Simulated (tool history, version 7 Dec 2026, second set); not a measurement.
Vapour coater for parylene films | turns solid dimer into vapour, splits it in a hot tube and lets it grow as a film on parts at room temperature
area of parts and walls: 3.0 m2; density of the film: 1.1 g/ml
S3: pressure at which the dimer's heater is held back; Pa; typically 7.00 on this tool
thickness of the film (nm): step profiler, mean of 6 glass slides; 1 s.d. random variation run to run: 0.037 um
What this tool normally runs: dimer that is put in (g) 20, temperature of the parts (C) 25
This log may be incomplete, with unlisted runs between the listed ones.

Run 1, hour 0.0: usual settings. Result: thickness of the film (nm) 3880.
Run 2, hour 12.6: usual settings. Result: thickness of the film (nm) 3840.
Run 3, hour 28.0: usual settings but temperature of the parts (C) 27. Result: thickness of the film (nm) 3700.
Run 4, hour 37.4: usual settings but temperature of the parts (C) 27. Result: thickness of the film (nm) 3660.
Run 5, hour 50.9: usual settings but temperature of the parts (C) 27. Result: thickness of the film (nm) 3680.
Run 6, hour 65.7: usual settings but temperature of the parts (C) 27, S3 3.94 Pa. Result: thickness of the film (nm) 3790.
Run 7, hour 75.9: usual settings but temperature of the parts (C) 27, S3 3.94 Pa. Result: thickness of the film (nm) 3830.
Run 8, hour 86.0: usual settings but temperature of the parts (C) 27, S3 3.94 Pa. Result: thickness of the film (nm) 3800.
Run 9, hour 108.1: usual settings but temperature of the parts (C) 27, S3 3.94 Pa. Result: thickness of the film (nm) 3810.

Run 10 has not been measured yet. What should we expect?
Run 10, hour 120.7: usual settings but S3 5.69 Pa. Result: thickness of the film (nm) ?.

For run 10 the tool returned thickness of the film (nm) 3810.
Take away the tool's hidden state, keep the run-to-run variation as it was, and the same run would have given thickness of the film (nm) 3960.

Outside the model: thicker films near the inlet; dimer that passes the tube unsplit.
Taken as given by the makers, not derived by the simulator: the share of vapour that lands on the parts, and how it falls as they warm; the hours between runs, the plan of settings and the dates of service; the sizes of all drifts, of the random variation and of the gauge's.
